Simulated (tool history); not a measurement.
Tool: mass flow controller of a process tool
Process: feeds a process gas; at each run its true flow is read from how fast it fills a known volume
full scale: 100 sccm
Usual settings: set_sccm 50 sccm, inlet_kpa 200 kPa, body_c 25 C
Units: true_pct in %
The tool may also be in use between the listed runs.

run    hour  set_sccm  inlet_kpa  body_c  true_pct
  1     0.0        50        200      25     94.42
      211.0  -- controller's zero set anew
  2   280.5        50        200      25     96.85
  3   621.7        50        200      25     96.59
  4   839.3        50        200      25     96.41
  5  1022.1        50        200      25     96.34
  6  1199.8        50        141      25     95.74
  7  1576.8        30        200      25     94.97
  8  1930.8        30        200      25     94.60
  9  2227.8        30        200      25     94.38
 10  2647.2        30        200      25     93.95
 11  2997.6        50        200      25     94.95
 12  3268.3        50        200      25     94.69
 13  3461.6        50        200      25     94.49
     3596.0  -- controller exchanged for a calibrated one
 14  3878.7        50        200      21     98.27
 15  4075.9        48        256      21     98.31
 16  4252.7        39        256      21     97.84
 17  4474.7        13        257      33     96.57
 18  4826.7        31        221      35     97.57
 19  5115.7        50        200      22     97.36
 20  5370.7        50        152      32     97.47
 21  5767.5        50        255      25     97.42
 22  5981.8        13        242      24     93.17
 23  6355.1        13        242      24     92.50
 24  6665.3        13        237      24     91.93
 25  6971.2        18        181      26     92.71
 26  7324.3        69        143      28     96.84
 27  7576.8        69        143      28     96.62
 28  7839.8        69        143      28     96.51

4 ways to go on from here, each from the tool as it stands after run 28. What would each give?
  A  8079.2        40        143      28         ?
  B  8079.2        69        153      20         ?
  C  8079.2        46        182      28         ?
  D  8079.2        69        143      39         ?

run  true_pct
  A     94.70
  B     95.92
  C     95.31
  D     96.89
Without the tool's hidden state the same runs would have given:
run  true_pct
  A     98.36
  B     98.57
  C     98.65
  D     99.55

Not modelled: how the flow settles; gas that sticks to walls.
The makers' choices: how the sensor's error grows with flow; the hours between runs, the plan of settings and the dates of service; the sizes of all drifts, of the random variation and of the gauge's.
